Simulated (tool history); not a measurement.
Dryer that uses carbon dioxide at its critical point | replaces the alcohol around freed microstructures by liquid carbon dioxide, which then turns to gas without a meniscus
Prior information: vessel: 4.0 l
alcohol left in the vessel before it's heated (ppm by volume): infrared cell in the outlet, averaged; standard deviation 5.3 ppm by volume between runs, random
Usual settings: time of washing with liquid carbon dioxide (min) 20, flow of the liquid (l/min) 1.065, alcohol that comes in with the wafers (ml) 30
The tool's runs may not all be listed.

run	hour	time of washing with liquid carbon dioxide (min)	flow of the liquid (l/min)	alcohol that comes in with the wafers (ml)	alcohol left in the vessel before it's heated (ppm by volume)
1	0.0	20	1.065	30	131
2	28.6	20	1.065	30	143
3	48.1	27	1.065	30	66
4	74.0	27	1.065	30	57
5	100.5	27	1.065	30	63
6	139.2	20	0.770	30	446
7	160.3	20	0.770	30	437
8	192.8	20	0.680	30	653
9	227.1	20	1.065	30	196
10	261.2	20	1.065	30	216
11	300.3	20	1.065	30	218
12	321.6	20	1.065	30	235
13	343.5	20	1.065	25	219
14	363.9	20	1.065	25	225

The next listed run, before its measurement:
# hour 374.3: inlet filter changed
15	390.1	20	1.290	30	?

Run 15 came out at alcohol left in the vessel before it's heated (ppm by volume) 103.
Take away the tool's hidden state, keep the run-to-run variation as it was, and the same run would have given alcohol left in the vessel before it's heated (ppm by volume) 53.

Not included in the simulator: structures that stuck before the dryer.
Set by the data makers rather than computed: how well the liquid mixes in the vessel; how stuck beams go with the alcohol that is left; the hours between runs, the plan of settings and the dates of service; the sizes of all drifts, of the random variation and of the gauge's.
